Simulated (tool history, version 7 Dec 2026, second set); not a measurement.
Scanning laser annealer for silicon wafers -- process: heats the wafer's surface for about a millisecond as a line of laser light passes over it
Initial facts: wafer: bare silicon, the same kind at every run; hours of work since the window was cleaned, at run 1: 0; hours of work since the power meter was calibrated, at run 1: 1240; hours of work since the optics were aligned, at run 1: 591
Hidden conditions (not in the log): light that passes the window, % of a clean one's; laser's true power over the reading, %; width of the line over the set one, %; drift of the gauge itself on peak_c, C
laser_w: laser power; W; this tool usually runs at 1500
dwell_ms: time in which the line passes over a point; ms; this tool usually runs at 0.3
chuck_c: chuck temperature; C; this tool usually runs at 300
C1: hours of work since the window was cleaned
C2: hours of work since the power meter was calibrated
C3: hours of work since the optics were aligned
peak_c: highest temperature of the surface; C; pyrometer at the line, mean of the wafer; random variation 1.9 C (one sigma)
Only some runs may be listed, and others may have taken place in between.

run 1 day=0 | laser_w=1500 dwell_ms=0.3 chuck_c=300 | C1=0 C2=1240 C3=591 | peak_c=1115
run 2 day=1.558 | laser_w=1500 dwell_ms=0.3 chuck_c=300 | C1=29 C2=1269 C3=620 | peak_c=1116
run 3 day=2.929 | laser_w=1500 dwell_ms=0.3 chuck_c=300 | C1=54 C2=1295 C3=645 | peak_c=1119
run 4 day=4.054 | laser_w=1424 dwell_ms=0.3 chuck_c=300 | C1=75 C2=1315 C3=666 | peak_c=1064
run 5 day=4.862 | laser_w=1500 dwell_ms=0.3 chuck_c=300 | C1=90 C2=1330 C3=681 | peak_c=1115
run 6 day=5.7 | laser_w=1500 dwell_ms=0.3 chuck_c=300 | C1=105 C2=1346 C3=696 | peak_c=1119
run 7 day=7.121 | laser_w=1500 dwell_ms=0.3 chuck_c=300 | C1=131 C2=1372 C3=722 | peak_c=1118
run 8 day=8.717 | laser_w=1500 dwell_ms=0.3 chuck_c=300 | C1=161 C2=1401 C3=752 | peak_c=1119
run 9 day=10.117 | laser_w=1500 dwell_ms=0.348 chuck_c=300 | C1=187 C2=1427 C3=777 | peak_c=1175
run 10 day=11.846 | laser_w=1500 dwell_ms=0.3 chuck_c=318 | C1=218 C2=1459 C3=809 | peak_c=1135
run 11 day=13.054 | laser_w=1500 dwell_ms=0.3 chuck_c=318 | C1=241 C2=1481 C3=832 | peak_c=1137
run 12 day=14.004 | laser_w=1500 dwell_ms=0.336 chuck_c=300 | C1=258 C2=1499 C3=849 | peak_c=1162
run 13 day=14.817 | laser_w=1500 dwell_ms=0.336 chuck_c=300 | C1=273 C2=1514 C3=864 | peak_c=1160
run 14 day=16.438 | laser_w=1500 dwell_ms=0.336 chuck_c=300 | C1=303 C2=1544 C3=894 | peak_c=1157
run 15 day=17.829 | laser_w=1585 dwell_ms=0.25 chuck_c=339 | C1=329 C2=1569 C3=920 | peak_c=1146
run 16 day=19 | laser_w=1484 dwell_ms=0.3 chuck_c=329 | C1=350 C2=1591 C3=941 | peak_c=1133
run 17 day=20.529 | laser_w=1561 dwell_ms=0.3 chuck_c=300 | C1=379 C2=1619 C3=969 | peak_c=1160
run 18 day=21.65 | laser_w=1563 dwell_ms=0.3 chuck_c=296 | C1=399 C2=1640 C3=990 | peak_c=1157
run 19 day=23.225 | laser_w=1479 dwell_ms=0.289 chuck_c=296 | C1=428 C2=1669 C3=1019 | peak_c=1084

Run 20 comes next. What will it give?
run 20 day=24.171 | laser_w=1479 dwell_ms=0.289 chuck_c=296 | C1=446 C2=1686 C3=1037 | peak_c=?

{"run 20": {"peak_c": 1084}}
Were there no unlogged condition in the tool, this run, its random variation unchanged, would have produced peak_c 1084 C.
